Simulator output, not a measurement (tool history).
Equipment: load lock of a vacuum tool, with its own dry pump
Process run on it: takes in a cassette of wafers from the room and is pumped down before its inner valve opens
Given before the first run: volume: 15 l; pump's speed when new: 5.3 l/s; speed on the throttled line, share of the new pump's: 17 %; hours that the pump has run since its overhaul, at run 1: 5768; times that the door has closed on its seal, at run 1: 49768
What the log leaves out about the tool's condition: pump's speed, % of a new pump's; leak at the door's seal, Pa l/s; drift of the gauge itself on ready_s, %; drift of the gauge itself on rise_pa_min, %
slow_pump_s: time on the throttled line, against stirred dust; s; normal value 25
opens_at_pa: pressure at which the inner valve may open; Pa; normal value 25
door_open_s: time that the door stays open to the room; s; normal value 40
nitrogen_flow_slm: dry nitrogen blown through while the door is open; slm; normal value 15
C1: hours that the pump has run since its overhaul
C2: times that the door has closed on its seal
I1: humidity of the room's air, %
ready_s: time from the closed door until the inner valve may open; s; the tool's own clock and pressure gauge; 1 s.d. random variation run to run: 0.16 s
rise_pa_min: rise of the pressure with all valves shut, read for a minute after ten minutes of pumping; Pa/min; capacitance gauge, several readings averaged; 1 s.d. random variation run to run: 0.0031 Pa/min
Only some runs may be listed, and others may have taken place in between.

run 1 hour=0 | slow_pump_s=25 opens_at_pa=25 door_open_s=40 nitrogen_flow_slm=15 | C1=5768 C2=49768 | I1=46 | ready_s=44.1 rise_pa_min=0.052
run 2 hour=175 | slow_pump_s=25 opens_at_pa=25 door_open_s=40 nitrogen_flow_slm=15 | C1=5943 C2=50403 | I1=43.4 | ready_s=44.1 rise_pa_min=0.049
run 3 hour=332.6 | slow_pump_s=25 opens_at_pa=26 door_open_s=40 nitrogen_flow_slm=15 | C1=6100 C2=50975 | I1=45.4 | ready_s=44.1 rise_pa_min=0.057
run 4 hour=490.4 | slow_pump_s=25 opens_at_pa=26 door_open_s=40 nitrogen_flow_slm=15 | C1=6258 C2=51548 | I1=47.7 | ready_s=44 rise_pa_min=0.06
run 5 hour=630.2 | slow_pump_s=25 opens_at_pa=25 door_open_s=40 nitrogen_flow_slm=15 | C1=6398 C2=52055 | I1=47.9 | ready_s=44.1 rise_pa_min=0.054
run 6 hour=818.7 | slow_pump_s=25 opens_at_pa=25 door_open_s=40 nitrogen_flow_slm=15 | C1=6586 C2=52739 | I1=44.3 | ready_s=44.1 rise_pa_min=0.048
run 7 hour=985.6 | slow_pump_s=25 opens_at_pa=25 door_open_s=40 nitrogen_flow_slm=15 | C1=6753 C2=53345 | I1=44.1 | ready_s=44.2 rise_pa_min=0.048
run 8 hour=1176.2 | slow_pump_s=25 opens_at_pa=25 door_open_s=40 nitrogen_flow_slm=8 | C1=6944 C2=54036 | I1=41.1 | ready_s=44 rise_pa_min=0.055
run 9 hour=1281.3 | slow_pump_s=25 opens_at_pa=25 door_open_s=40 nitrogen_flow_slm=8 | C1=7049 C2=54418 | I1=41.6 | ready_s=44.3 rise_pa_min=0.046
run 10 hour=1493.7 | slow_pump_s=15 opens_at_pa=25 door_open_s=40 nitrogen_flow_slm=15 | C1=7262 C2=55189 | I1=45.5 | ready_s=35.7 rise_pa_min=0.048
run 11 hour=1662.3 | slow_pump_s=15 opens_at_pa=25 door_open_s=40 nitrogen_flow_slm=15 | C1=7430 C2=55800 | I1=46.8 | ready_s=35.7 rise_pa_min=0.054
run 12 hour=1863.6 | slow_pump_s=20 opens_at_pa=25 door_open_s=173 nitrogen_flow_slm=10 | C1=7631 C2=56531 | I1=45 | ready_s=39.9 rise_pa_min=0.128
run 13 hour=2034.5 | slow_pump_s=20 opens_at_pa=25 door_open_s=173 nitrogen_flow_slm=10 | C1=7802 C2=57151 | I1=43.6 | ready_s=39.9 rise_pa_min=0.121

Run 14 is up next; what results do you expect?
run 14 hour=2237.1 | slow_pump_s=43 opens_at_pa=45 door_open_s=27 nitrogen_flow_slm=13 | C1=8005 C2=57886 | I1=46.1 | ready_s=? rise_pa_min=?

Run 14 produced ready_s 57.2 s, rise_pa_min 0.048 Pa/min.
Minus the tool's unlogged condition, the same run would have read ready_s 57.2 s, rise_pa_min 0.046 Pa/min.
